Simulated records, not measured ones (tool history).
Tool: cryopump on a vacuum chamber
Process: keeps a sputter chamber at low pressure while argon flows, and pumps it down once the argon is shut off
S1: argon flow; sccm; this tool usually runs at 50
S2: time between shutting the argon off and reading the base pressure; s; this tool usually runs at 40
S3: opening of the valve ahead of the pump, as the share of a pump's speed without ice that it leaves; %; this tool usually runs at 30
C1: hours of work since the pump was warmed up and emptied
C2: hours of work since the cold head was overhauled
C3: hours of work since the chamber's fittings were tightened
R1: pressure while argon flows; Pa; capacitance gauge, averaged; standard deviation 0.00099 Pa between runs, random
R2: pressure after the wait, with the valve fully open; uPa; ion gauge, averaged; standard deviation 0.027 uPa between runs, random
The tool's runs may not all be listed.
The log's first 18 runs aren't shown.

| run | hour | S1 | S2 | S3 | C1 | C2 | C3 | R1 | R2 |
|---|---|---|---|---|---|---|---|---|---|
| 19 | 221.3 | 52 | 105 | 30 | 252 | 252 | 3255 | 0.2327 | 2.35 |
| 20 | 235.5 | 42 | 37 | 26 | 258 | 258 | 3261 | 0.2145 | 3.03 |
| 21 | 250.1 | 30 | 40 | 48 | 264 | 264 | 3268 | 0.0847 | 2.92 |
| 22 | 262.7 | 37 | 119 | 51 | 270 | 270 | 3273 | 0.1005 | 2.29 |
| 23 | 270.7 | 37 | 42 | 51 | 273 | 273 | 3276 | 0.1007 | 2.94 |
| 24 | 280.8 | 50 | 54 | 49 | 277 | 277 | 3281 | 0.1402 | 2.74 |
| 25 | 295.6 | 50 | 54 | 22 | 284 | 284 | 3287 | 0.2983 | 2.75 |
| 26 | 311.0 | 50 | 54 | 22 | 290 | 290 | 3294 | 0.3014 | 2.74 |
| 27 | 323.3 | 95 | 230 | 22 | 295 | 295 | 3299 | 0.5731 | 2.16 |
| 28 | 339.5 | 21 | 40 | 21 | 302 | 302 | 3306 | 0.1316 | 2.98 |
| 29 | 356.2 | 80 | 79 | 56 | 309 | 309 | 3313 | 0.2008 | 2.55 |
|  | 367.4 | leaking fittings of the chamber tightened, without venting |
| 30 | 367.4 | 50 | 40 | 22 | 313 | 313 | 0 | 0.3011 | 1.31 |
| 31 | 381.7 | 56 | 40 | 57 | 319 | 319 | 6 | 0.1387 | 1.26 |
| 32 | 397.5 | 43 | 40 | 30 | 326 | 326 | 13 | 0.1934 | 1.30 |
| 33 | 411.8 | 43 | 40 | 30 | 332 | 332 | 19 | 0.1937 | 1.29 |
| 34 | 422.1 | 50 | 70 | 20 | 337 | 337 | 23 | 0.3324 | 0.84 |

Each row is a separate what-if for the run after 34, all from the same tool condition, not one after another. Results?
| A | 431.1 | 50 | 70 | 29 | 340 | 340 | 27 | ? | ? |
| B | 431.1 | 50 | 156 | 30 | 340 | 340 | 27 | ? | ? |
| C | 431.1 | 50 | 70 | 57 | 340 | 340 | 27 | ? | ? |

| run | R1 | R2 |
|---|---|---|
| A | 0.2332 | 0.89 |
| B | 0.2251 | 0.57 |
| C | 0.1258 | 0.92 |
Without the tool's unlogged condition, the same runs would have read:
| run | R1 | R2 |
|---|---|---|
| A | 0.2194 | 0.78 |
| B | 0.2113 | 0.46 |
| C | 0.1119 | 0.81 |

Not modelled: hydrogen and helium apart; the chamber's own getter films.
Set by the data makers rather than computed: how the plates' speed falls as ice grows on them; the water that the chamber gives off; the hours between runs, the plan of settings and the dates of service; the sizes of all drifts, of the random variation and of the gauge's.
